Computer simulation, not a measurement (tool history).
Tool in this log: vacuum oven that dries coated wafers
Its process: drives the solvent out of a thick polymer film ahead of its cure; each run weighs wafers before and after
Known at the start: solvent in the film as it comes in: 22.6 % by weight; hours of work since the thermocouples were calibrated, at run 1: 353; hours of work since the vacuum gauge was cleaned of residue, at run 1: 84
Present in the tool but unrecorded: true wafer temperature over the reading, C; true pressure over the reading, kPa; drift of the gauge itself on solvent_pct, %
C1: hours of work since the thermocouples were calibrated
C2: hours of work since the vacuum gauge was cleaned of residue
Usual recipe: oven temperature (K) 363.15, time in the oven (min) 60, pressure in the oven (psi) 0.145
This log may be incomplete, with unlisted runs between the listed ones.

{"run": 1, "hour": 0.0, "oven temperature (K)": 363.15, "time in the oven (min)": 60, "pressure in the oven (psi)": 0.145, "C1": 353, "C2": 84, "solvent left in the film (%)": 4.82}
{"run": 2, "hour": 22.0, "oven temperature (K)": 363.15, "time in the oven (min)": 60, "pressure in the oven (psi)": 0.145, "C1": 363, "C2": 94, "solvent left in the film (%)": 4.79}
{"run": 3, "hour": 43.4, "oven temperature (K)": 363.15, "time in the oven (min)": 60, "pressure in the oven (psi)": 0.145, "C1": 373, "C2": 104, "solvent left in the film (%)": 4.83}
{"run": 4, "hour": 63.0, "oven temperature (K)": 363.15, "time in the oven (min)": 60, "pressure in the oven (psi)": 0.145, "C1": 382, "C2": 113, "solvent left in the film (%)": 4.73}
{"run": 5, "hour": 85.2, "oven temperature (K)": 363.15, "time in the oven (min)": 60, "pressure in the oven (psi)": 0.145, "C1": 392, "C2": 123, "solvent left in the film (%)": 4.83}
{"run": 6, "hour": 98.3, "oven temperature (K)": 363.15, "time in the oven (min)": 60, "pressure in the oven (psi)": 0.145, "C1": 398, "C2": 129, "solvent left in the film (%)": 4.95}
{"run": 7, "hour": 123.2, "oven temperature (K)": 364.15, "time in the oven (min)": 60, "pressure in the oven (psi)": 0.145, "C1": 410, "C2": 140, "solvent left in the film (%)": 4.42}
{"run": 8, "hour": 135.7, "oven temperature (K)": 364.15, "time in the oven (min)": 60, "pressure in the oven (psi)": 0.145, "C1": 416, "C2": 146, "solvent left in the film (%)": 4.34}
{"run": 9, "hour": 155.1, "oven temperature (K)": 356.15, "time in the oven (min)": 33, "pressure in the oven (psi)": 0.08, "C1": 425, "C2": 155, "solvent left in the film (%)": 11.06}
{"run": 10, "hour": 168.2, "oven temperature (K)": 356.15, "time in the oven (min)": 33, "pressure in the oven (psi)": 0.08, "C1": 431, "C2": 161, "solvent left in the film (%)": 11}
{"run": 11, "hour": 194.4, "oven temperature (K)": 365.15, "time in the oven (min)": 73, "pressure in the oven (psi)": 0.117, "C1": 443, "C2": 173, "solvent left in the film (%)": 2.97}
{"run": 12, "hour": 212.2, "oven temperature (K)": 365.15, "time in the oven (min)": 73, "pressure in the oven (psi)": 0.117, "C1": 451, "C2": 181, "solvent left in the film (%)": 2.86}
{"run": 13, "hour": 224.9, "oven temperature (K)": 365.15, "time in the oven (min)": 73, "pressure in the oven (psi)": 0.117, "C1": 457, "C2": 187, "solvent left in the film (%)": 2.99}
{"run": 14, "hour": 243.1, "oven temperature (K)": 363.15, "time in the oven (min)": 53, "pressure in the oven (psi)": 0.455, "C1": 465, "C2": 195, "solvent left in the film (%)": 6.85}
{"run": 15, "hour": 266.7, "oven temperature (K)": 351.15, "time in the oven (min)": 51, "pressure in the oven (psi)": 0.145, "C1": 476, "C2": 206, "solvent left in the film (%)": 10.57}
{"run": 16, "hour": 277.7, "oven temperature (K)": 363.15, "time in the oven (min)": 54, "pressure in the oven (psi)": 0.145, "C1": 481, "C2": 211, "solvent left in the film (%)": 5.59}

Each row is a separate what-if for the run after 16, all from the same tool condition, not one after another. Results?
{"run": "A", "hour": 301.1, "oven temperature (K)": 370.15, "time in the oven (min)": 46, "pressure in the oven (psi)": 0.145, "C1": 492, "C2": 222, "solvent left in the film (%)": "?"}
{"run": "B", "hour": 301.1, "oven temperature (K)": 364.15, "time in the oven (min)": 60, "pressure in the oven (psi)": 0.303, "C1": 492, "C2": 222, "solvent left in the film (%)": "?"}
{"run": "C", "hour": 301.1, "oven temperature (K)": 369.15, "time in the oven (min)": 90, "pressure in the oven (psi)": 0.287, "C1": 492, "C2": 222, "solvent left in the film (%)": "?"}

run=A solvent_left_in_the_film_(%)=3.82
run=B solvent_left_in_the_film_(%)=4.94
run=C solvent_left_in_the_film_(%)=1.92
With the hidden condition removed and each run's random variation left untouched, the same runs would have given:
run=A solvent_left_in_the_film_(%)=3.81
run=B solvent_left_in_the_film_(%)=4.93
run=C solvent_left_in_the_film_(%)=1.92

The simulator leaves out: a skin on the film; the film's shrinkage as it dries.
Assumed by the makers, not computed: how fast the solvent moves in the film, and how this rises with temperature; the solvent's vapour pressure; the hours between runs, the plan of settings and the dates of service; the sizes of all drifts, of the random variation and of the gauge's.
